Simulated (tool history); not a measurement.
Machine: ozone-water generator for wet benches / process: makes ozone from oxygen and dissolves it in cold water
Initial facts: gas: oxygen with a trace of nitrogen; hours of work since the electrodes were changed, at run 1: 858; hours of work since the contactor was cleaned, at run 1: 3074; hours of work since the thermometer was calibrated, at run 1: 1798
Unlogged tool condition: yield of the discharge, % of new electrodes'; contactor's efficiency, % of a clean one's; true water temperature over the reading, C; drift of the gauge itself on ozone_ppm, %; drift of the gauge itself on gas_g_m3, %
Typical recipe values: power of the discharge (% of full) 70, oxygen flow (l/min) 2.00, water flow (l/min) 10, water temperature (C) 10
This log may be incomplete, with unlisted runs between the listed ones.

run    hour  power of the discharge (% of full)  oxygen flow (l/min)  water flow (l/min)  water temperature (C)  hours of work since the electrodes were changed  hours of work since the contactor was cleaned  hours of work since the thermometer was calibrated  dissolved ozone (ppm)  ozone in the gas ahead of the water (g/m3)
  1     0.0                                  70                 2.00                  10                     10                                              858                                           3074                                                1798                   25.2                                       272.4
  2   186.9                                  70                 1.03                  10                     10                                             1003                                           3219                                                1943                   18.9                                       334.0
  3   343.4                                  44                 2.00                  10                     10                                             1124                                           3340                                                2063                   17.4                                       189.1
  4   427.0                                  44                 2.00                  10                     10                                             1188                                           3404                                                2128                   17.2                                       188.3
  5   519.0                                  44                 2.00                  10                     10                                             1259                                           3475                                                2199                   17.3                                       190.2
  6   677.3                                  47                 2.00                  10                     10                                             1381                                           3598                                                2321                   18.3                                       198.0
  7   832.4                                  70                 2.00                  10                      5                                             1501                                           3717                                                2441                   26.3                                       272.7
      983.4  -- water thermometer calibrated
  8  1017.8                                  70                 2.00                  10                      5                                             1644                                           3860                                                  27                   26.4                                       273.8
  9  1181.2                                  70                 2.00                  10                      5                                             1770                                           3986                                                 153                   26.0                                       275.2
 10  1273.5                                  70                 2.00                  10                      5                                             1842                                           4058                                                 224                   26.4                                       272.5
 11  1458.6                                  70                 2.00                  10                      5                                             1984                                           4201                                                 367                   26.5                                       273.4
 12  1556.0                                  70                 2.00                  10                      5                                             2060                                           4276                                                 442                   26.6                                       271.9
 13  1710.3                                  70                 2.00                  10                      9                                             2179                                           4395                                                 561                   25.4                                       273.0
 14  1831.5                                  70                 2.00                  10                     10                                             2273                                           4489                                                 655                   25.2                                       272.2
 15  1927.5                                  70                 2.00                  10                     10                                             2347                                           4563                                                 729                   25.5                                       272.5
 16  2117.5                                  70                 2.00                  10                     10                                             2493                                           4710                                                 876                   25.3                                       271.9
 17  2207.9                                  72                 2.00                  10                      5                                             2563                                           4779                                                 946                   27.1                                       279.4
 18  2307.1                                  45                 1.54                  14                     10                                             2640                                           4856                                                1022                   11.1                                       206.7
 19  2472.0                                  91                 2.84                  13                     12                                             2767                                           4983                                                1150                   26.1                                       301.9
 20  2605.3                                  97                 2.84                  11                     12                                             2870                                           5086                                                1253                   32.5                                       317.4
 21  2781.8                                  52                 2.05                   9                     10                                             3007                                           5223                                                1389                   22.4                                       212.7
 22  2912.4                                  71                 2.00                  10                      5                                             3107                                           5324                                                1490                   26.7                                       276.4
 23  2998.1                                  71                 1.08                  10                      5                                             3174                                           5390                                                1556                   20.1                                       330.8
 24  3138.9                                  70                 2.00                   7                      9                                             3282                                           5499                                                1665                   35.3                                       274.7
 25  3226.9                                  70                 1.47                  15                     10                                             3350                                           5566                                                1733                   14.2                                       300.8
 26  3357.1                                  62                 1.36                  10                     10                                             3451                                           5667                                                1833                   19.7                                       276.8
 27  3505.3                                  62                 1.36                  10                     10                                             3565                                           5782                                                1948                   19.4                                       279.4
 28  3690.5                                  70                 2.00                   9                     17                                             3708                                           5925                                                2091                   26.1                                       270.5
 29  3780.6                                  70                 2.00                   9                     17                                             3778                                           5994                                                2161                   25.6                                       274.0
 30  3946.9                                  93                 1.84                  10                     10                                             3906                                           6123                                                2289                   30.6                                       350.1
 31  4062.0                                  61                 2.00                  11                     10                                             3995                                           6211                                                2378                   20.4                                       245.4

5 ways to go on from here, each from the tool as it stands after run 31. What would each give?
  A  4228.0                                  57                 2.00                  11                     10                                             4124                                           6340                                                2506                      ?                                           ?
  B  4228.0                                  61                 2.00                  10                      5                                             4124                                           6340                                                2506                      ?                                           ?
  C  4228.0                                  61                 2.03                   6                     10                                             4124                                           6340                                                2506                      ?                                           ?
  D  4228.0                                  41                 2.00                  10                     10                                             4124                                           6340                                                2506                      ?                                           ?
  E  4228.0                                  70                 2.00                  10                     10                                             4124                                           6340                                                2506                      ?                                           ?

run  dissolved ozone (ppm)  ozone in the gas ahead of the water (g/m3)
  A                   19.4                                       233.2
  B                   23.6                                       244.9
  C                   35.9                                       243.0
  D                   16.3                                       179.0
  E                   25.2                                       273.6
The same runs, with their run-to-run variation unchanged, on a tool lacking any hidden condition would have given:
run  dissolved ozone (ppm)  ozone in the gas ahead of the water (g/m3)
  A                   19.4                                       233.4
  B                   23.7                                       245.1
  C                   36.0                                       243.2
  D                   16.3                                       179.1
  E                   25.2                                       273.9
